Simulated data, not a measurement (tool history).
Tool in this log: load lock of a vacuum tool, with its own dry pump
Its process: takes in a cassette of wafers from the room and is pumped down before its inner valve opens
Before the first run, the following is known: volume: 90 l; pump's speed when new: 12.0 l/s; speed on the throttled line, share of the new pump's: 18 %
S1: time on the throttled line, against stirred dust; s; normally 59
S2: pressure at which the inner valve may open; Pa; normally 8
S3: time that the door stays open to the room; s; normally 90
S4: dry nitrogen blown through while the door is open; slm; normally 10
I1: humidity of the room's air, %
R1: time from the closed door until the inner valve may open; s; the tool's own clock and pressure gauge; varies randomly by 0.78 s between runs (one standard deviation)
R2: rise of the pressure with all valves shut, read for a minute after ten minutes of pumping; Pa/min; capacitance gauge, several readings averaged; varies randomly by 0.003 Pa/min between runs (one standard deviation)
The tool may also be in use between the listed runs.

{"run": 1, "hour": 0.0, "S1": 59, "S2": 8, "S3": 90, "S4": 10, "I1": 42.3, "R1": 133.2, "R2": 0.237}
{"run": 2, "hour": 488.9, "S1": 59, "S2": 8, "S3": 90, "S4": 10, "I1": 44.2, "R1": 133.3, "R2": 0.252}
{"run": 3, "hour": 1036.6, "S1": 59, "S2": 8, "S3": 90, "S4": 10, "I1": 44.7, "R1": 135.7, "R2": 0.259}
{"run": 4, "hour": 1669.1, "S1": 59, "S2": 8, "S3": 90, "S4": 5, "I1": 41.8, "R1": 135.3, "R2": 0.279}
{"run": 5, "hour": 2004.7, "S1": 59, "S2": 8, "S3": 90, "S4": 5, "I1": 47.4, "R1": 137.3, "R2": 0.295}
{"run": 6, "hour": 2517.9, "S1": 59, "S2": 8, "S3": 90, "S4": 5, "I1": 43.7, "R1": 138.2, "R2": 0.299}
{"run": 7, "hour": 3093.5, "S1": 59, "S2": 8, "S3": 90, "S4": 10, "I1": 43.8, "R1": 138.2, "R2": 0.307}
{"run": 8, "hour": 3671.8, "S1": 59, "S2": 8, "S3": 90, "S4": 10, "I1": 43.8, "R1": 139.5, "R2": 0.32}
{"hour": 4038.3, "done": "dry pump taken out, an overhauled one fitted"}
{"run": 9, "hour": 4173.8, "S1": 34, "S2": 8, "S3": 90, "S4": 10, "I1": 48.2, "R1": 100.3, "R2": 0.339}
{"run": 10, "hour": 4547.1, "S1": 34, "S2": 8, "S3": 90, "S4": 10, "I1": 44.1, "R1": 99.7, "R2": 0.344}
{"run": 11, "hour": 5071.2, "S1": 59, "S2": 8, "S3": 90, "S4": 10, "I1": 47.2, "R1": 121.7, "R2": 0.358}
{"run": 12, "hour": 5577.5, "S1": 59, "S2": 8, "S3": 90, "S4": 10, "I1": 44.8, "R1": 122.5, "R2": 0.36}
{"run": 13, "hour": 6024.1, "S1": 59, "S2": 8, "S3": 90, "S4": 25, "I1": 41.9, "R1": 122.1, "R2": 0.361}
{"run": 14, "hour": 6343.2, "S1": 59, "S2": 8, "S3": 90, "S4": 25, "I1": 44.1, "R1": 122.1, "R2": 0.362}
{"run": 15, "hour": 6969.4, "S1": 59, "S2": 8, "S3": 90, "S4": 25, "I1": 47.4, "R1": 123.5, "R2": 0.382}
{"run": 16, "hour": 7262.2, "S1": 59, "S2": 8, "S3": 90, "S4": 25, "I1": 42.8, "R1": 121.4, "R2": 0.394}
{"run": 17, "hour": 7626.5, "S1": 59, "S2": 8, "S3": 90, "S4": 11, "I1": 46.2, "R1": 123.1, "R2": 0.414}
{"run": 18, "hour": 8119.0, "S1": 59, "S2": 8, "S3": 90, "S4": 11, "I1": 45.1, "R1": 123.2, "R2": 0.43}
{"run": 19, "hour": 8397.4, "S1": 106, "S2": 10, "S3": 39, "S4": 20, "I1": 43.7, "R1": 160.4, "R2": 0.419}
{"run": 20, "hour": 8898.1, "S1": 59, "S2": 13, "S3": 27, "S4": 13, "I1": 46.2, "R1": 120.7, "R2": 0.424}
{"run": 21, "hour": 9411.8, "S1": 59, "S2": 7, "S3": 27, "S4": 39, "I1": 44.6, "R1": 127.2, "R2": 0.436}
{"run": 22, "hour": 9907.0, "S1": 102, "S2": 9, "S3": 153, "S4": 12, "I1": 43.6, "R1": 158.5, "R2": 0.49}
{"run": 23, "hour": 10217.1, "S1": 62, "S2": 6, "S3": 90, "S4": 10, "I1": 44.3, "R1": 132.7, "R2": 0.489}
{"run": 24, "hour": 10643.2, "S1": 33, "S2": 8, "S3": 40, "S4": 10, "I1": 44.8, "R1": 106.5, "R2": 0.489}
{"run": 25, "hour": 10992.9, "S1": 66, "S2": 16, "S3": 69, "S4": 12, "I1": 44.6, "R1": 126.6, "R2": 0.515}
{"run": 26, "hour": 11543.1, "S1": 66, "S2": 16, "S3": 69, "S4": 12, "I1": 47, "R1": 128.5, "R2": 0.533}
{"run": 27, "hour": 11861.1, "S1": 66, "S2": 16, "S3": 69, "S4": 12, "I1": 48.6, "R1": 126.4, "R2": 0.536}
{"run": 28, "hour": 12327.4, "S1": 30, "S2": 8, "S3": 26, "S4": 13, "I1": 43.9, "R1": 104.7, "R2": 0.536}
{"run": 29, "hour": 12903.2, "S1": 102, "S2": 11, "S3": 26, "S4": 13, "I1": 44.1, "R1": 159.5, "R2": 0.555}
{"run": 30, "hour": 13350.5, "S1": 59, "S2": 16, "S3": 29, "S4": 6, "I1": 46.6, "R1": 122.1, "R2": 0.564}
{"run": 31, "hour": 13975.3, "S1": 51, "S2": 16, "S3": 214, "S4": 5, "I1": 45.9, "R1": 117.6, "R2": 0.655}
{"run": 32, "hour": 14254.6, "S1": 85, "S2": 8, "S3": 90, "S4": 10, "I1": 45.1, "R1": 150.5, "R2": 0.624}
{"run": 33, "hour": 14511.5, "S1": 74, "S2": 10, "S3": 90, "S4": 10, "I1": 46.3, "R1": 140.2, "R2": 0.624}
{"run": 34, "hour": 14874.7, "S1": 49, "S2": 10, "S3": 90, "S4": 10, "I1": 45.6, "R1": 120.7, "R2": 0.64}
{"run": 35, "hour": 15303.9, "S1": 113, "S2": 10, "S3": 90, "S4": 15, "I1": 45.4, "R1": 171.8, "R2": 0.641}
{"run": 36, "hour": 15566.6, "S1": 113, "S2": 10, "S3": 51, "S4": 12, "I1": 44, "R1": 172.5, "R2": 0.649}

Forecast each of these 5 alternatives for the next run:
{"run": "A", "hour": 15864.9, "S1": 59, "S2": 13, "S3": 79, "S4": 10, "I1": 45.8, "R1": "?", "R2": "?"}
{"run": "B", "hour": 15864.9, "S1": 59, "S2": 8, "S3": 65, "S4": 10, "I1": 46.6, "R1": "?", "R2": "?"}
{"run": "C", "hour": 15864.9, "S1": 113, "S2": 11, "S3": 51, "S4": 12, "I1": 44, "R1": "?", "R2": "?"}
{"run": "D", "hour": 15864.9, "S1": 59, "S2": 12, "S3": 90, "S4": 10, "I1": 44.9, "R1": "?", "R2": "?"}
{"run": "E", "hour": 15864.9, "S1": 117, "S2": 11, "S3": 90, "S4": 38, "I1": 45.2, "R1": "?", "R2": "?"}

run=A R1=128.8 R2=0.67
run=B R1=132.4 R2=0.666
run=C R1=171.5 R2=0.647
run=D R1=127.3 R2=0.67
run=E R1=173.6 R2=0.659
Take away the tool's hidden state, keep each run's random variation, and the runs would have read:
run=A R1=117.1 R2=0.036
run=B R1=120 R2=0.034
run=C R1=161.6 R2=0.025
run=D R1=115.7 R2=0.041
run=E R1=163.9 R2=0.023
